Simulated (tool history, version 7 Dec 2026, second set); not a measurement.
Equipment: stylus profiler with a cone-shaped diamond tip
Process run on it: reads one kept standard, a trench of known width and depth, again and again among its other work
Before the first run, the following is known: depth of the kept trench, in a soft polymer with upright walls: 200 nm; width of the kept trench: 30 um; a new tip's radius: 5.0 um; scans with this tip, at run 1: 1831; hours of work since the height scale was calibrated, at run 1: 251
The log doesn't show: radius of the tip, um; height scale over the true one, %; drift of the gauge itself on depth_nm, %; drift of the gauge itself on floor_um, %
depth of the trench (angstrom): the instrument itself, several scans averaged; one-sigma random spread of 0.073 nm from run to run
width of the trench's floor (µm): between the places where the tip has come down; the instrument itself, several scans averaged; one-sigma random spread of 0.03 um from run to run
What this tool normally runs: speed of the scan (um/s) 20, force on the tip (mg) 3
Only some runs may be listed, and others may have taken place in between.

run,hour,speed of the scan (um/s),force on the tip (mg),scans with this tip,hours of work since the height scale was calibrated,depth of the trench (angstrom),width of the trench's floor (µm)
1,0,20,3,1831,251,2024.6,26.86
2,15.1,20,3,1898,261,2024.3,26.85
3,22.5,27,3,1930,265,2024.3,26.87
4,38.8,23,3,2003,275,2024.2,26.83
5,52.8,23,3,2065,284,2023.2,26.81
6,66.3,23,3,2125,292,2023.6,26.84
7,81.3,23,3,2192,301,2023.4,26.79
8,92.3,17,3,2241,308,2024.5,26.8
9,106.1,17,3,2302,316,2025.3,26.75
10,120.5,20,3,2366,325,2025.4,26.82
11,131.6,20,2.18,2415,332,2020.8,26.78
12,138.9,20,2.18,2448,336,2019.1,26.82
13,150.6,20,2.18,2500,343,2019.2,26.79
14,167.1,20,2.18,2573,353,2021.1,26.74
15,176.6,20,3,2615,359,2025.4,26.79
16,188.3,20,3,2667,366,2024.2,26.74
17,199.2,20,3,2716,373,2024.9,26.72
18,208.1,78,3,2755,378,2024.9,26.55
19,219.6,78,3,2806,385,2025.3,26.59
20,227.6,20,3,2842,390,2024.7,26.75
21,236.8,20,3,2883,396,2023.4,26.7
22,252.8,20,3,2954,406,2024,26.71
23,270.4,9,3,3032,416,2024.6,26.72
24,282.3,9,3,3085,424,2024.2,26.75
25,300.1,9,3,3164,435,2024.5,26.78
26,311,19,2.02,3212,441,2019.4,26.68
# hour 312.4: height scale calibrated on a step standard
27,319.2,15,1.42,3246,4,2016.2,26.71
28,336.1,41,2.68,3322,14,2023.6,26.64
# hour 338.3: height scale calibrated on a step standard, once more
29,348.6,43,1.21,3375,6,2011.2,26.52
30,363.4,42,1.93,3440,15,2016.3,26.57
31,373.1,42,1.93,3484,21,2016.6,26.58
32,390.1,10,1.6,3559,32,2013.5,26.68
33,399.8,16,1.52,3602,38,2012.9,26.69
34,417.6,72,3.86,3681,48,2026.5,26.47
35,427.6,77,1.26,3726,54,2012.2,26.37
36,438.6,67,1.28,3775,61,2011.6,26.32
37,452.7,9,2.27,3837,70,2018.1,26.67

Expected results for the next run?
38,466.9,20,1.64,3900,78,?,?

depth of the trench (angstrom): 2015.2
width of the trench's floor (µm): 26.55
With the hidden condition absent and the run-to-run variation left alone, this run would have shown depth of the trench (angstrom) 2016, width of the trench's floor (µm) 27.08.

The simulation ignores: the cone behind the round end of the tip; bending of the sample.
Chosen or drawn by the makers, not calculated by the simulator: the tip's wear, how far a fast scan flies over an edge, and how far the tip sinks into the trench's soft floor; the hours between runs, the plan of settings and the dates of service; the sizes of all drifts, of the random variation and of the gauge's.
